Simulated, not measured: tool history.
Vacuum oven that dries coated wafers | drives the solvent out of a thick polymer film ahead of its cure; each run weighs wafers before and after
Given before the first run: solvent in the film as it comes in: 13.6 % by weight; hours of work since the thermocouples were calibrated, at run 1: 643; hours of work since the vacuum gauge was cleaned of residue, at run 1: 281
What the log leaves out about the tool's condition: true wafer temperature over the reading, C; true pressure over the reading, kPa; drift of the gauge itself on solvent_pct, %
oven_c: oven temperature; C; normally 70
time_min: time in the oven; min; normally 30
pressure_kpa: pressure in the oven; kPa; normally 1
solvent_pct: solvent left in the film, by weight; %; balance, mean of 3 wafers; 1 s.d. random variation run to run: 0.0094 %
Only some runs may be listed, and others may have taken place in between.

run	hour	oven_c	time_min	pressure_kpa	hours of work since the thermocouples were calibrated	hours of work since the vacuum gauge was cleaned of residue	solvent_pct
1	0	70	30	1	643	281	1.617
2	10.1	70	30	1	651	288	1.617
3	18.6	70	30	1	657	295	1.619
4	29.4	70	30	1	666	303	1.603
5	35.6	70	46	1	670	308	0.765
6	41.5	75	46	1	675	312	0.395
7	53.1	75	46	1	683	321	0.374
8	60.3	80	30	1	689	326	0.368
9	72.1	80	30	1	698	335	0.37
10	82.5	80	30	1	706	343	0.359
# hour 87.9: oven's thermocouples calibrated
11	91.4	80	30	1	3	348	0.392
12	101.3	80	30	1	10	356	0.394
13	110.1	70	30	1	17	362	1.746
14	115.4	70	30	1	21	366	1.775
15	123.4	70	30	1	27	372	1.746
16	129	70	30	1	31	377	1.754
17	138.5	70	30	1	38	384	1.741
18	145.9	70	30	1	44	389	1.768
19	152.1	73	43	1	48	394	0.591
20	160.7	73	43	1	55	400	0.58
21	172.6	70	24	1.63	64	409	2.627
22	181.6	70	24	1.57	71	416	2.615
23	189.1	70	48	2.43	76	422	1.275
24	198.9	70	48	2.43	84	429	1.265
25	208.5	68	50	2.49	91	437	1.546
26	215.4	68	50	2.49	96	442	1.526
27	224.5	68	50	2.49	103	449	1.519
28	232.2	80	30	1.04	109	454	0.399
29	241.7	70	17	1.22	116	462	3.756
30	253.2	70	17	1.22	125	470	3.774
31	259.6	70	17	1.22	130	475	3.766
32	269.9	70	17	1.22	137	483	3.741
33	277.8	66	39	1.51	143	489	2.135
34	286.9	77	39	1.51	150	496	0.546

What if the next run were any one of these 3? Each begins from the tool's condition after run 34:
A	293.6	83	42	3.65	155	501	?
B	293.6	70	30	1.3	155	501	?
C	293.6	74	29	1.01	155	501	?

run	solvent_pct
A	0.782
B	1.824
C	1.042
With the hidden condition removed and each run's random variation left untouched, the same runs would have given:
run	solvent_pct
A	0.753
B	1.767
C	0.995

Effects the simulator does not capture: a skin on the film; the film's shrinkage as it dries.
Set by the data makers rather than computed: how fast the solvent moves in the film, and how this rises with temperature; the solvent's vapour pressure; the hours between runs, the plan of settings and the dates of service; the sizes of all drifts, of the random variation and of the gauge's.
